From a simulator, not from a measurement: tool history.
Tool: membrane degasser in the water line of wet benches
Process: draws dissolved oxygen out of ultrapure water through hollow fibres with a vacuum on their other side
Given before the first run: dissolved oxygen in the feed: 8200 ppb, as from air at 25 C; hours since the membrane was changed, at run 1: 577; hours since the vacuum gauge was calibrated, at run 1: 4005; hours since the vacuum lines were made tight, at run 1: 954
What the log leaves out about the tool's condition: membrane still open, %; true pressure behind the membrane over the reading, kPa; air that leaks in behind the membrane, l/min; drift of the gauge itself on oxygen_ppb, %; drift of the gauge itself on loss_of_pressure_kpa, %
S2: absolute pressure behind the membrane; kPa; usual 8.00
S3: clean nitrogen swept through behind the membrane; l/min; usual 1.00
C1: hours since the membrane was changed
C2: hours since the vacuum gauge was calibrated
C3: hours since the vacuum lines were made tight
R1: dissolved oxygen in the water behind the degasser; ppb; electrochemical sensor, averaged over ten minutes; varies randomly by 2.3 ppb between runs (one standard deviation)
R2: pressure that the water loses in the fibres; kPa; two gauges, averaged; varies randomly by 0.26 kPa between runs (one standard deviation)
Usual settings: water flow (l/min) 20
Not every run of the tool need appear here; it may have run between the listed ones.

run 1 hour=0.0 | water_flow_(l/min)=20 S2=8.00 S3=1.00 | C1=577 C2=4005 C3=954 | R1=243.7 R2=70.03
run 2 hour=249.0 | water_flow_(l/min)=24 S2=8.00 S3=1.00 | C1=826 C2=4254 C3=1203 | R1=294.1 R2=84.12
run 3 hour=387.7 | water_flow_(l/min)=24 S2=8.00 S3=1.00 | C1=965 C2=4392 C3=1342 | R1=295.1 R2=84.21
run 4 hour=531.6 | water_flow_(l/min)=15 S2=8.00 S3=1.00 | C1=1108 C2=4536 C3=1486 | R1=180.6 R2=53.07
run 5 hour=727.3 | water_flow_(l/min)=30 S2=8.00 S3=1.00 | C1=1304 C2=4732 C3=1681 | R1=386.2 R2=105.83
run 6 hour=992.1 | water_flow_(l/min)=30 S2=8.00 S3=1.00 | C1=1569 C2=4997 C3=1946 | R1=390.6 R2=106.09
run 7 hour=1188.5 | water_flow_(l/min)=20 S2=9.40 S3=1.00 | C1=1765 C2=5193 C3=2143 | R1=309.5 R2=70.77
run 8 hour=1445.0 | water_flow_(l/min)=20 S2=9.40 S3=1.00 | C1=2022 C2=5450 C3=2399 | R1=307.4 R2=71.41
run 9 hour=1608.9 | water_flow_(l/min)=20 S2=9.40 S3=1.00 | C1=2186 C2=5613 C3=2563 | R1=311.1 R2=71.32
run 10 hour=1841.5 | water_flow_(l/min)=20 S2=9.40 S3=1.00 | C1=2418 C2=5846 C3=2796 | R1=304.4 R2=71.50
run 11 hour=2124.2 | water_flow_(l/min)=20 S2=9.40 S3=1.00 | C1=2701 C2=6129 C3=3078 | R1=306.2 R2=71.43
run 12 hour=2249.6 | water_flow_(l/min)=20 S2=9.40 S3=1.00 | C1=2826 C2=6254 C3=3204 | R1=310.5 R2=72.20
run 13 hour=2437.8 | water_flow_(l/min)=20 S2=9.40 S3=1.00 | C1=3015 C2=6442 C3=3392 | R1=318.0 R2=71.82
run 14 hour=2709.4 | water_flow_(l/min)=20 S2=9.40 S3=1.00 | C1=3286 C2=6714 C3=3664 | R1=312.5 R2=72.06
run 15 hour=2905.0 | water_flow_(l/min)=20 S2=9.40 S3=1.00 | C1=3482 C2=6910 C3=3859 | R1=318.6 R2=72.12
run 16 hour=3044.5 | water_flow_(l/min)=27 S2=9.40 S3=1.00 | C1=3621 C2=7049 C3=3999 | R1=439.5 R2=97.77
-- hour=3264.0 vacuum gauge calibrated
run 17 hour=3300.8 | water_flow_(l/min)=13 S2=9.40 S3=1.54 | C1=3877 C2=37 C3=4254 | R1=129.4 R2=47.75
run 18 hour=3468.8 | water_flow_(l/min)=13 S2=9.40 S3=1.54 | C1=4045 C2=205 C3=4422 | R1=133.2 R2=47.50
run 19 hour=3677.2 | water_flow_(l/min)=15 S2=5.64 S3=0.56 | C1=4253 C2=413 C3=4631 | R1=147.4 R2=54.90
run 20 hour=3823.5 | water_flow_(l/min)=20 S2=7.61 S3=0.56 | C1=4400 C2=559 C3=4777 | R1=335.5 R2=72.97
run 21 hour=4027.6 | water_flow_(l/min)=20 S2=7.61 S3=0.56 | C1=4604 C2=764 C3=4981 | R1=338.6 R2=73.27
-- hour=4206.0 seals of the vacuum lines changed
run 22 hour=4287.8 | water_flow_(l/min)=20 S2=7.61 S3=0.56 | C1=4862 C2=1022 C3=82 | R1=340.6 R2=73.66
run 23 hour=4533.0 | water_flow_(l/min)=20 S2=7.32 S3=0.41 | C1=5107 C2=1267 C3=327 | R1=397.7 R2=73.60
run 24 hour=4789.5 | water_flow_(l/min)=20 S2=7.32 S3=0.41 | C1=5364 C2=1523 C3=584 | R1=402.8 R2=74.34
run 25 hour=4986.3 | water_flow_(l/min)=21 S2=15.89 S3=1.92 | C1=5561 C2=1720 C3=780 | R1=341.8 R2=77.84
run 26 hour=5221.3 | water_flow_(l/min)=25 S2=16.20 S3=0.91 | C1=5796 C2=1955 C3=1015 | R1=768.1 R2=93.40
run 27 hour=5490.5 | water_flow_(l/min)=25 S2=5.48 S3=0.91 | C1=6065 C2=2224 C3=1285 | R1=197.1 R2=93.35
run 28 hour=5743.4 | water_flow_(l/min)=25 S2=5.90 S3=0.91 | C1=6318 C2=2477 C3=1537 | R1=219.4 R2=93.35
run 29 hour=5858.2 | water_flow_(l/min)=13 S2=5.79 S3=0.88 | C1=6433 C2=2592 C3=1652 | R1=97.5 R2=49.15
run 30 hour=5978.4 | water_flow_(l/min)=13 S2=5.79 S3=0.88 | C1=6553 C2=2712 C3=1772 | R1=98.0 R2=48.69

Hidden state or all else? Some run-to-run changes of R1, split into what the settings, what came in and random variation would give without the hidden state, and what is left for the hidden state (with any gauge scatter that isn't in both results):
Run 4 -> 5: water flow (l/min) 15 -> 30. R1 +205.6 ppb: hidden state +12.4, all else +193.2.
Run 16 -> 17: water flow (l/min) 27 -> 13, S3 1.00 -> 1.54, vacuum gauge calibrated. R1 -310.1 ppb: hidden state -35.0, all else -275.1.
Run 25 -> 26: water flow (l/min) 21 -> 25, S2 15.89 -> 16.20, S3 1.92 -> 0.91. R1 +426.3 ppb: hidden state +8.0, all else +418.3.
Run 26 -> 27: S2 16.20 -> 5.48. R1 -571.0 ppb: hidden state +3.1, all else -574.1.
Run 28 -> 29: water flow (l/min) 25 -> 13, S2 5.90 -> 5.79, S3 0.91 -> 0.88. R1 -121.9 ppb: hidden state -17.6, all else -104.3.

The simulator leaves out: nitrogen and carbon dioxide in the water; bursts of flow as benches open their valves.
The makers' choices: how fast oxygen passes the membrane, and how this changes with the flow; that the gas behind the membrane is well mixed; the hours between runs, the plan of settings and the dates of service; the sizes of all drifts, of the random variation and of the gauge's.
